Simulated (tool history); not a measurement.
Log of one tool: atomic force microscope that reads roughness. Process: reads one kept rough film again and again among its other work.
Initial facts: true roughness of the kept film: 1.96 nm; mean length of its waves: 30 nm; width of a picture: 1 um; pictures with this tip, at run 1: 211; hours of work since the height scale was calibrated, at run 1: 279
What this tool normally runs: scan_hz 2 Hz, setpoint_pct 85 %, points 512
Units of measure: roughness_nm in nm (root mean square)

run,hour,scan_hz,setpoint_pct,points,pictures with this tip,hours of work since the height scale was calibrated,roughness_nm
1,0,2,85,512,211,279,1.355
2,16.3,2,85,512,232,286,1.347
3,27.5,2,85,512,247,290,1.35
4,46.2,2,85,512,272,298,1.353
5,65.3,2,85,313,297,306,1.329
6,80.4,2,85,313,317,312,1.319
7,98.3,2,85,512,341,319,1.319
8,113,2,85,260,361,325,1.304
9,123.9,2,85,260,375,329,1.287
# hour 138.1: new tip fitted
10,139.6,1.01,85,512,2,335,1.625
11,153.5,1.01,68,512,21,341,1.744
12,178.5,1.01,68,512,54,351,1.74
13,199.5,1.01,68,302,82,360,1.722
14,216.7,1.6,85,512,105,366,1.457
15,242,1.12,87,402,138,377,1.511
16,252.3,2.85,70,399,152,381,1.501
# hour 255.2: height scale calibrated on a step standard
17,277.4,0.64,62,295,184,9,1.717
18,301.6,0.64,62,295,216,19,1.699
19,316.6,1.14,76,718,236,25,1.582
20,341.5,3,85,419,269,35,1.204
21,357,3,85,419,289,41,1.187
# hour 364.2: height scale calibrated on a step standard, once more
22,381.5,3,85,419,320,7,1.189
23,396.6,3,85,419,341,13,1.186
24,414.5,3,85,419,364,20,1.184
25,427.3,2.06,86,745,381,25,1.29

Here are 4 independent what-if runs from the current tool condition. What would each one return?
# hour 436.4: new tip fitted
A,442.7,2,66,895,8,31,?
# hour 436.4: new tip fitted
B,442.7,2.4,85,512,8,31,?
# hour 436.4: new tip fitted
C,442.7,2,77,512,8,31,?
# hour 436.4: new tip fitted
D,442.7,0.53,78,320,8,31,?

run,roughness_nm
A,1.69
B,1.37
C,1.556
D,1.761
Stripped of hidden state, with their random variation kept, the same runs would have yielded:
run,roughness_nm
A,1.697
B,1.375
C,1.562
D,1.767

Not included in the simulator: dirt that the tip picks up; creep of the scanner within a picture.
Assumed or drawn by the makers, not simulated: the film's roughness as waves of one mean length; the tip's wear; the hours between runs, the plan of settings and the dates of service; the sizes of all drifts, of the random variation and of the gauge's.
